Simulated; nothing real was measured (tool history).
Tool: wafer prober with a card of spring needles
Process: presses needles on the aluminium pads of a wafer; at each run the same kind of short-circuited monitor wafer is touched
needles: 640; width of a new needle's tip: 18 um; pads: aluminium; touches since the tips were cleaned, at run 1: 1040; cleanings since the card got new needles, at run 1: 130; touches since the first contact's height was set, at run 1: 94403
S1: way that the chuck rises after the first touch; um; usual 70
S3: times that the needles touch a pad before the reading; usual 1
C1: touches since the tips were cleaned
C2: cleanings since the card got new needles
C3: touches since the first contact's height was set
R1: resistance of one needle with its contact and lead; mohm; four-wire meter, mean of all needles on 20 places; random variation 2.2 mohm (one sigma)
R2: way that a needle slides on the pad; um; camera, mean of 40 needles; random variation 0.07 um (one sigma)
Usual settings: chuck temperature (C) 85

{"run": 1, "hour": 0.0, "S1": 70, "chuck temperature (C)": 85, "S3": 1, "C1": 1040, "C2": 130, "C3": 94403, "R1": 260, "R2": 12.61}
{"hour": 3.7, "done": "tips cleaned on abrasive film"}
{"hour": 9.8, "done": "tips cleaned on abrasive film"}
{"hour": 15.9, "done": "tips cleaned on abrasive film"}
{"hour": 22.0, "done": "tips cleaned on abrasive film"}
{"hour": 26.9, "done": "tips cleaned on abrasive film"}
{"hour": 31.8, "done": "tips cleaned on abrasive film"}
{"hour": 36.8, "done": "tips cleaned on abrasive film"}
{"run": 2, "hour": 36.8, "S1": 59, "chuck temperature (C)": 85, "S3": 1, "C1": 0, "C2": 137, "C3": 111726, "R1": 257, "R2": 10.49}
{"hour": 42.9, "done": "tips cleaned on abrasive film"}
{"hour": 49.0, "done": "tips cleaned on abrasive film"}
{"hour": 55.1, "done": "tips cleaned on abrasive film"}
{"hour": 60.0, "done": "tips cleaned on abrasive film"}
{"hour": 66.1, "done": "tips cleaned on abrasive film"}
{"hour": 72.2, "done": "tips cleaned on abrasive film"}
{"hour": 77.3, "done": "height of the first contact set anew"}
{"hour": 78.6, "done": "tips cleaned on abrasive film"}
{"run": 3, "hour": 80.1, "S1": 70, "chuck temperature (C)": 85, "S3": 1, "C1": 704, "C2": 144, "C3": 1281, "R1": 253, "R2": 12.99}
{"hour": 83.8, "done": "tips cleaned on abrasive film"}
{"hour": 88.7, "done": "tips cleaned on abrasive film"}
{"hour": 94.8, "done": "tips cleaned on abrasive film"}
{"hour": 99.7, "done": "tips cleaned on abrasive film"}
{"hour": 105.8, "done": "tips cleaned on abrasive film"}
{"hour": 110.9, "done": "tips cleaned on abrasive film"}
{"run": 4, "hour": 110.9, "S1": 70, "chuck temperature (C)": 47, "S3": 1, "C1": 0, "C2": 150, "C3": 15787, "R1": 238, "R2": 13.07}
{"hour": 117.0, "done": "tips cleaned on abrasive film"}
{"hour": 123.1, "done": "tips cleaned on abrasive film"}
{"hour": 129.2, "done": "tips cleaned on abrasive film"}
{"hour": 135.3, "done": "tips cleaned on abrasive film"}
{"hour": 140.2, "done": "tips cleaned on abrasive film"}
{"hour": 146.3, "done": "tips cleaned on abrasive film"}
{"hour": 151.3, "done": "tips cleaned on abrasive film"}
{"hour": 157.1, "done": "tips cleaned on abrasive film"}
{"run": 5, "hour": 157.1, "S1": 70, "chuck temperature (C)": 85, "S3": 1, "C1": 0, "C2": 158, "C3": 37549, "R1": 247, "R2": 12.76}
{"hour": 162.0, "done": "tips cleaned on abrasive film"}
{"hour": 168.1, "done": "tips cleaned on abrasive film"}
{"hour": 174.2, "done": "tips cleaned on abrasive film"}
{"hour": 180.3, "done": "tips cleaned on abrasive film"}
{"hour": 186.4, "done": "tips cleaned on abrasive film"}
{"hour": 192.5, "done": "tips cleaned on abrasive film"}
{"hour": 198.6, "done": "tips cleaned on abrasive film"}
{"hour": 204.7, "done": "tips cleaned on abrasive film"}
{"run": 6, "hour": 208.9, "S1": 70, "chuck temperature (C)": 85, "S3": 1, "C1": 2012, "C2": 166, "C3": 62037, "R1": 263, "R2": 12.74}
{"hour": 210.2, "done": "tips cleaned on abrasive film"}
{"hour": 216.3, "done": "tips cleaned on abrasive film"}
{"hour": 222.4, "done": "tips cleaned on abrasive film"}
{"hour": 227.3, "done": "tips cleaned on abrasive film"}
{"hour": 233.4, "done": "tips cleaned on abrasive film"}
{"hour": 238.3, "done": "tips cleaned on abrasive film"}
{"run": 7, "hour": 242.7, "S1": 70, "chuck temperature (C)": 44, "S3": 1, "C1": 2087, "C2": 172, "C3": 77957, "R1": 256, "R2": 12.67}
{"hour": 244.0, "done": "tips cleaned on abrasive film"}
{"hour": 250.1, "done": "tips cleaned on abrasive film"}
{"hour": 256.2, "done": "tips cleaned on abrasive film"}
{"hour": 261.1, "done": "tips cleaned on abrasive film"}
{"hour": 267.2, "done": "tips cleaned on abrasive film"}
{"hour": 272.1, "done": "tips cleaned on abrasive film"}
{"hour": 278.2, "done": "tips cleaned on abrasive film"}
{"hour": 284.3, "done": "tips cleaned on abrasive film"}
{"hour": 289.2, "done": "tips cleaned on abrasive film"}
{"run": 8, "hour": 294.0, "S1": 70, "chuck temperature (C)": 85, "S3": 1, "C1": 2270, "C2": 181, "C3": 102128, "R1": 266, "R2": 12.62}
{"hour": 295.3, "done": "tips cleaned on abrasive film"}
{"hour": 301.4, "done": "tips cleaned on abrasive film"}
{"hour": 306.3, "done": "tips cleaned on abrasive film"}
{"hour": 312.4, "done": "tips cleaned on abrasive film"}
{"hour": 318.5, "done": "tips cleaned on abrasive film"}
{"hour": 324.6, "done": "tips cleaned on abrasive film"}
{"hour": 330.7, "done": "tips cleaned on abrasive film"}
{"hour": 335.6, "done": "tips cleaned on abrasive film"}
{"hour": 341.7, "done": "tips cleaned on abrasive film"}
{"run": 9, "hour": 343.8, "S1": 70, "chuck temperature (C)": 85, "S3": 1, "C1": 977, "C2": 190, "C3": 125581, "R1": 262, "R2": 12.44}
{"hour": 347.5, "done": "tips cleaned on abrasive film"}
{"hour": 353.6, "done": "tips cleaned on abrasive film"}
{"hour": 353.9, "done": "height of the first contact set anew"}
{"hour": 358.8, "done": "tips cleaned on abrasive film"}
{"hour": 364.9, "done": "tips cleaned on abrasive film"}
{"hour": 371.0, "done": "tips cleaned on abrasive film"}
{"hour": 375.9, "done": "tips cleaned on abrasive film"}
{"hour": 382.0, "done": "tips cleaned on abrasive film"}
{"hour": 387.9, "done": "tips cleaned on abrasive film"}
{"run": 10, "hour": 387.9, "S1": 70, "chuck temperature (C)": 48, "S3": 1, "C1": 0, "C2": 198, "C3": 16061, "R1": 237, "R2": 12.85}
{"hour": 392.8, "done": "tips cleaned on abrasive film"}
{"hour": 398.9, "done": "tips cleaned on abrasive film"}
{"hour": 405.0, "done": "tips cleaned on abrasive film"}
{"hour": 411.2, "done": "tips cleaned on abrasive film"}
{"hour": 417.3, "done": "tips cleaned on abrasive film"}
{"hour": 423.4, "done": "tips cleaned on abrasive film"}
{"hour": 428.3, "done": "tips cleaned on abrasive film"}
{"hour": 434.4, "done": "tips cleaned on abrasive film"}
{"run": 11, "hour": 435.3, "S1": 70, "chuck temperature (C)": 48, "S3": 1, "C1": 434, "C2": 206, "C3": 38396, "R1": 247, "R2": 12.8}
{"hour": 440.2, "done": "tips cleaned on abrasive film"}
{"hour": 446.3, "done": "tips cleaned on abrasive film"}
{"hour": 451.2, "done": "tips cleaned on abrasive film"}
{"hour": 457.3, "done": "tips cleaned on abrasive film"}
{"hour": 463.4, "done": "tips cleaned on abrasive film"}
{"run": 12, "hour": 463.5, "S1": 70, "chuck temperature (C)": 48, "S3": 1, "C1": 63, "C2": 211, "C3": 51715, "R1": 240, "R2": 12.78}
{"hour": 468.4, "done": "tips cleaned on abrasive film"}
{"hour": 474.6, "done": "tips cleaned on abrasive film"}
{"hour": 480.7, "done": "tips cleaned on abrasive film"}
{"hour": 486.8, "done": "tips cleaned on abrasive film"}
{"hour": 492.9, "done": "tips cleaned on abrasive film"}
{"run": 13, "hour": 497.2, "S1": 70, "chuck temperature (C)": 95, "S3": 2, "C1": 2091, "C2": 216, "C3": 67637, "R1": 266, "R2": 12.67}
{"hour": 498.5, "done": "tips cleaned on abrasive film"}
{"hour": 503.4, "done": "tips cleaned on abrasive film"}
{"hour": 509.5, "done": "tips cleaned on abrasive film"}
{"hour": 515.6, "done": "tips cleaned on abrasive film"}
{"hour": 521.7, "done": "tips cleaned on abrasive film"}
{"hour": 527.9, "done": "tips cleaned on abrasive film"}
{"hour": 532.8, "done": "tips cleaned on abrasive film"}
{"hour": 538.9, "done": "tips cleaned on abrasive film"}
{"run": 14, "hour": 540.5, "S1": 79, "chuck temperature (C)": 69, "S3": 1, "C1": 804, "C2": 224, "C3": 88036, "R1": 249, "R2": 14.28}
{"hour": 544.2, "done": "tips cleaned on abrasive film"}
{"hour": 550.3, "done": "tips cleaned on abrasive film"}
{"hour": 555.3, "done": "tips cleaned on abrasive film"}
{"hour": 561.4, "done": "tips cleaned on abrasive film"}
{"hour": 566.3, "done": "tips cleaned on abrasive film"}
{"hour": 572.4, "done": "tips cleaned on abrasive film"}
{"run": 15, "hour": 573.8, "S1": 79, "chuck temperature (C)": 69, "S3": 1, "C1": 690, "C2": 230, "C3": 103710, "R1": 251, "R2": 14.23}
{"hour": 577.5, "done": "tips cleaned on abrasive film"}
{"hour": 583.6, "done": "tips cleaned on abrasive film"}
{"hour": 589.7, "done": "tips cleaned on abrasive film"}
{"hour": 595.8, "done": "tips cleaned on abrasive film"}
{"hour": 601.9, "done": "tips cleaned on abrasive film"}
{"run": 16, "hour": 604.6, "S1": 79, "chuck temperature (C)": 69, "S3": 1, "C1": 1281, "C2": 235, "C3": 118244, "R1": 257, "R2": 14.06}
{"hour": 607.1, "done": "tips cleaned on abrasive film"}
{"hour": 612.0, "done": "tips cleaned on abrasive film"}
{"hour": 618.1, "done": "tips cleaned on abrasive film"}
{"hour": 630.1, "done": "card fitted with new needles"}
{"hour": 636.2, "done": "tips cleaned on abrasive film"}
{"hour": 642.3, "done": "tips cleaned on abrasive film"}
{"hour": 648.4, "done": "tips cleaned on abrasive film"}
{"run": 17, "hour": 650.4, "S1": 69, "chuck temperature (C)": 35, "S3": 1, "C1": 957, "C2": 3, "C3": 9602, "R1": 237, "R2": 12.91}
{"hour": 654.1, "done": "tips cleaned on abrasive film"}
{"hour": 659.0, "done": "tips cleaned on abrasive film"}
{"hour": 665.1, "done": "tips cleaned on abrasive film"}
{"hour": 671.2, "done": "tips cleaned on abrasive film"}
{"hour": 677.3, "done": "tips cleaned on abrasive film"}
{"hour": 682.3, "done": "tips cleaned on abrasive film"}
{"run": 18, "hour": 684.2, "S1": 69, "chuck temperature (C)": 35, "S3": 1, "C1": 915, "C2": 9, "C3": 25502, "R1": 234, "R2": 12.68}
{"hour": 687.9, "done": "tips cleaned on abrasive film"}
{"hour": 694.0, "done": "tips cleaned on abrasive film"}
{"hour": 700.1, "done": "tips cleaned on abrasive film"}
{"hour": 706.2, "done": "tips cleaned on abrasive film"}
{"hour": 712.3, "done": "tips cleaned on abrasive film"}
{"hour": 717.2, "done": "tips cleaned on abrasive film"}
{"run": 19, "hour": 718.4, "S1": 53, "chuck temperature (C)": 32, "S3": 1, "C1": 592, "C2": 15, "C3": 41655, "R1": 247, "R2": 9.7}

Run 20 comes next. What will it give?
{"hour": 722.2, "done": "tips cleaned on abrasive film"}
{"hour": 727.1, "done": "tips cleaned on abrasive film"}
{"hour": 733.2, "done": "tips cleaned on abrasive film"}
{"hour": 739.3, "done": "tips cleaned on abrasive film"}
{"hour": 745.4, "done": "tips cleaned on abrasive film"}
{"hour": 750.3, "done": "tips cleaned on abrasive film"}
{"hour": 756.4, "done": "tips cleaned on abrasive film"}
{"run": 20, "hour": 756.8, "S1": 52, "chuck temperature (C)": 56, "S3": 1, "C1": 210, "C2": 22, "C3": 59741, "R1": "?", "R2": "?"}

{"run 20": {"R1": 249, "R2": 9.45}}
Without the tool's hidden state the same run would have given R1 242 mohm, R2 9.73 um.
